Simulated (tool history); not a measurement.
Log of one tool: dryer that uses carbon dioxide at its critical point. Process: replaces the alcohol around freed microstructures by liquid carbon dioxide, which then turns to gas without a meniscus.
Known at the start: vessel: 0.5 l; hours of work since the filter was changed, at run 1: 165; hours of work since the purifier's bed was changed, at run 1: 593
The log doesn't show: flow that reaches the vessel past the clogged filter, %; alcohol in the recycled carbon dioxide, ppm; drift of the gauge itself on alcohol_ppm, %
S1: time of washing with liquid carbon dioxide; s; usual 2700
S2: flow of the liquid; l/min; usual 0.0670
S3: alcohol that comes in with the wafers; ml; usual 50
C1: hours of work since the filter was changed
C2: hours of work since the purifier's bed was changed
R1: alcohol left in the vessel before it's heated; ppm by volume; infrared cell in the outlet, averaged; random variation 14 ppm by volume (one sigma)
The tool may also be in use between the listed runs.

Run 1, hour 0.0: usual settings; C1 165; C2 593. Result: R1 1153 ppm by volume.
Run 2, hour 29.0: usual settings; C1 186; C2 614. Result: R1 1220 ppm by volume.
Run 3, hour 49.0: usual settings; C1 201; C2 629. Result: R1 1252 ppm by volume.
At hour 55.3: inlet filter changed.
Run 4, hour 70.3: usual settings; C1 11; C2 643. Result: R1 960 ppm by volume.
Run 5, hour 105.9: usual settings but S1 3180 s; C1 37; C2 669. Result: R1 472 ppm by volume.
Run 6, hour 124.3: usual settings but S2 0.0626 l/min; C1 50; C2 683. Result: R1 1340 ppm by volume.
Run 7, hour 144.5: usual settings; C1 65; C2 697. Result: R1 1044 ppm by volume.
Run 8, hour 166.0: usual settings but S2 0.0560 l/min; C1 80; C2 713. Result: R1 2123 ppm by volume.
Run 9, hour 197.9: usual settings but S2 0.0560 l/min; C1 104; C2 736. Result: R1 2272 ppm by volume.
Run 10, hour 228.6: usual settings; C1 126; C2 758. Result: R1 1160 ppm by volume.
Run 11, hour 249.0: usual settings; C1 141; C2 773. Result: R1 1157 ppm by volume.
Run 12, hour 276.3: usual settings; C1 160; C2 793. Result: R1 1182 ppm by volume.
Run 13, hour 295.1: usual settings but S3 49 ml; C1 174; C2 807. Result: R1 1209 ppm by volume.
Run 14, hour 329.2: usual settings but S3 49 ml; C1 199; C2 831. Result: R1 1244 ppm by volume.
At hour 337.9: inlet filter changed.
Run 15, hour 354.1: usual settings but S2 0.0819 l/min, S3 49 ml; C1 12; C2 849. Result: R1 416 ppm by volume.
Run 16, hour 386.1: usual settings but S2 0.0819 l/min, S3 49 ml; C1 35; C2 872. Result: R1 427 ppm by volume.
Run 17, hour 406.0: usual settings but S1 3420 s, S2 0.0819 l/min, S3 49 ml; C1 49; C2 887. Result: R1 181 ppm by volume.
Run 18, hour 425.3: usual settings; C1 63; C2 901. Result: R1 1085 ppm by volume.
Run 19, hour 464.4: usual settings; C1 92; C2 929. Result: R1 1080 ppm by volume.
Run 20, hour 492.8: usual settings; C1 113; C2 950. Result: R1 1125 ppm by volume.
Run 21, hour 510.4: usual settings; C1 125; C2 962. Result: R1 1133 ppm by volume.
Run 22, hour 542.0: usual settings but S3 101 ml; C1 148; C2 985. Result: R1 2259 ppm by volume.
Run 23, hour 567.0: usual settings but S3 101 ml; C1 166; C2 1004. Result: R1 2403 ppm by volume.
Run 24, hour 588.0: usual settings but S3 101 ml; C1 182; C2 1019. Result: R1 2416 ppm by volume.
Run 25, hour 606.3: usual settings but S2 0.1098 l/min, S3 33 ml; C1 195; C2 1032. Result: R1 183 ppm by volume.
At hour 619.6: inlet filter changed.
Run 26, hour 633.4: usual settings but S1 3960 s, S2 0.0913 l/min, S3 28 ml; C1 10; C2 1051. Result: R1 150 ppm by volume.
Run 27, hour 654.6: usual settings but S1 1680 s, S2 0.0913 l/min, S3 37 ml; C1 25; C2 1066. Result: R1 1476 ppm by volume.
Run 28, hour 677.3: usual settings but S1 3180 s, S2 0.0972 l/min; C1 42; C2 1083. Result: R1 170 ppm by volume.
Run 29, hour 712.4: usual settings but S1 1620 s, S2 0.0845 l/min, S3 91 ml; C1 67; C2 1108. Result: R1 5458 ppm by volume.
Run 30, hour 736.2: usual settings but S1 3120 s, S2 0.0585 l/min, S3 91 ml; C1 85; C2 1126. Result: R1 1805 ppm by volume.
Run 31, hour 761.4: usual settings but S1 3120 s, S2 0.0929 l/min, S3 22 ml; C1 103; C2 1144. Result: R1 186 ppm by volume.
Run 32, hour 781.9: usual settings but S1 3120 s, S2 0.0929 l/min, S3 22 ml; C1 118; C2 1159. Result: R1 176 ppm by volume.
Run 33, hour 804.7: usual settings but S1 2340 s, S2 0.0996 l/min, S3 23 ml; C1 134; C2 1175. Result: R1 281 ppm by volume.
Run 34, hour 842.0: usual settings but S2 0.0823 l/min, S3 21 ml; C1 162; C2 1203. Result: R1 331 ppm by volume.
Run 35, hour 875.3: usual settings but S2 0.1101 l/min, S3 74 ml; C1 186; C2 1227. Result: R1 255 ppm by volume.
At hour 901.5: inlet filter changed.
Run 36, hour 912.6: usual settings but S2 0.0481 l/min, S3 51 ml; C1 8; C2 1253. Result: R1 3612 ppm by volume.
Run 37, hour 936.7: usual settings but S2 0.0452 l/min, S3 40 ml; C1 26; C2 1271. Result: R1 3432 ppm by volume.
Run 38, hour 967.0: usual settings but S2 0.0631 l/min, S3 23 ml; C1 48; C2 1293. Result: R1 721 ppm by volume.
Run 39, hour 1003.1: usual settings but S1 2880 s, S2 0.0733 l/min, S3 78 ml; C1 74; C2 1319. Result: R1 861 ppm by volume.
Run 40, hour 1038.2: usual settings but S2 0.0466 l/min, S3 80 ml; C1 99; C2 1344. Result: R1 6617 ppm by volume.
At hour 1072.9: purifier's bed changed.
Run 41, hour 1075.7: usual settings but S2 0.0466 l/min, S3 80 ml; C1 124; C2 2. Result: R1 6833 ppm by volume.
Run 42, hour 1105.8: usual settings but S2 0.0466 l/min, S3 80 ml; C1 146; C2 24. Result: R1 6703 ppm by volume.
Run 43, hour 1127.3: usual settings but S2 0.0466 l/min, S3 80 ml; C1 162; C2 40. Result: R1 6973 ppm by volume.
Run 44, hour 1150.9: usual settings but S1 1860 s, S2 0.0456 l/min; C1 179; C2 57. Result: R1 12163 ppm by volume.
Run 45, hour 1170.0: usual settings but S1 4260 s, S2 0.1125 l/min, S3 106 ml; C1 193; C2 70. Result: R1 11 ppm by volume.
At hour 1186.9: inlet filter changed.
Run 46, hour 1186.9: usual settings but S1 3960 s, S2 0.1103 l/min, S3 23 ml; C1 0; C2 82. Result: R1 14 ppm by volume.

The same runs without the tool's hidden state, with the same run-to-run variation:
run     R1
  1    808
  2    829
  3    830
  4    845
  5    352
  6   1141
  7    841
  8   1798
  9   1866
 10    852
 11    832
 12    825
 13    829
 14    822
 15    296
 16    288
 17     57
 18    867
 19    827
 20    834
 21    826
 22   1681
 23   1741
 24   1710
 25     29
 26     13
 27   1263
 28     27
 29   4825
 30   1424
 31     32
 32     20
 33     97
 34    125
 35     57
 36   3392
 37   3166
 38    510
 39    593
 40   5743
 41   5918
 42   5681
 43   5812
 44  10619
 45      0
 46      1
